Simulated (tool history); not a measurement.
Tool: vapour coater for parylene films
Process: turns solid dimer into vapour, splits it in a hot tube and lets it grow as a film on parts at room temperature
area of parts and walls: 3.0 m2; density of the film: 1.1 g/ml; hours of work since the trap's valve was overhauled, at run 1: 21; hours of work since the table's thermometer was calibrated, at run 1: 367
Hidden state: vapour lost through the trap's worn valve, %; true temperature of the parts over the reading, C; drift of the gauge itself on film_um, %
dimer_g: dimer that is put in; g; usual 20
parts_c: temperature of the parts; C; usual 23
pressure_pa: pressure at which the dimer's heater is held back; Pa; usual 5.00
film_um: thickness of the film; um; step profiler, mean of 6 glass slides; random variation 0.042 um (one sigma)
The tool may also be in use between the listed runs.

| run | hour | dimer_g | parts_c | pressure_pa | hours of work since the trap's valve was overhauled | hours of work since the table's thermometer was calibrated | film_um |
|---|---|---|---|---|---|---|---|
| 1 | 0.0 | 20 | 23 | 5.00 | 21 | 367 | 4.64 |
| 2 | 41.5 | 20 | 23 | 5.00 | 40 | 386 | 4.64 |
| 3 | 87.3 | 20 | 23 | 5.00 | 62 | 408 | 4.61 |
| 4 | 159.2 | 20 | 23 | 5.00 | 96 | 442 | 4.60 |
| 5 | 193.4 | 20 | 23 | 5.00 | 112 | 459 | 4.56 |
| 6 | 231.0 | 20 | 21 | 5.00 | 130 | 476 | 4.79 |
| 7 | 298.5 | 20 | 23 | 10.73 | 162 | 508 | 4.27 |
| 8 | 345.3 | 20 | 23 | 10.73 | 184 | 531 | 4.30 |
| 9 | 403.5 | 16 | 23 | 10.73 | 212 | 558 | 3.46 |
| 10 | 477.0 | 20 | 23 | 5.00 | 247 | 593 | 4.64 |
| 11 | 534.8 | 20 | 23 | 5.00 | 274 | 621 | 4.57 |
| 12 | 598.1 | 20 | 23 | 5.00 | 304 | 651 | 4.63 |
| 13 | 656.5 | 10 | 28 | 2.87 | 332 | 678 | 2.23 |
| 14 | 731.9 | 24 | 23 | 5.00 | 368 | 714 | 5.50 |
| 15 | 772.3 | 21 | 20 | 5.06 | 387 | 733 | 5.09 |
| 16 | 821.9 | 21 | 20 | 5.06 | 411 | 757 | 5.14 |
| 17 | 872.7 | 9 | 28 | 3.02 | 435 | 781 | 1.99 |
| 18 | 923.5 | 12 | 32 | 4.64 | 459 | 805 | 2.36 |
| 19 | 996.3 | 12 | 32 | 4.64 | 493 | 840 | 2.36 |

The next listed run, before its measurement:
| 20 | 1064.5 | 12 | 17 | 5.25 | 526 | 872 | ? |

{"run 20": {"film_um": 3.08}}
Without the tool's hidden state the same run would have given film_um 3.09 um.
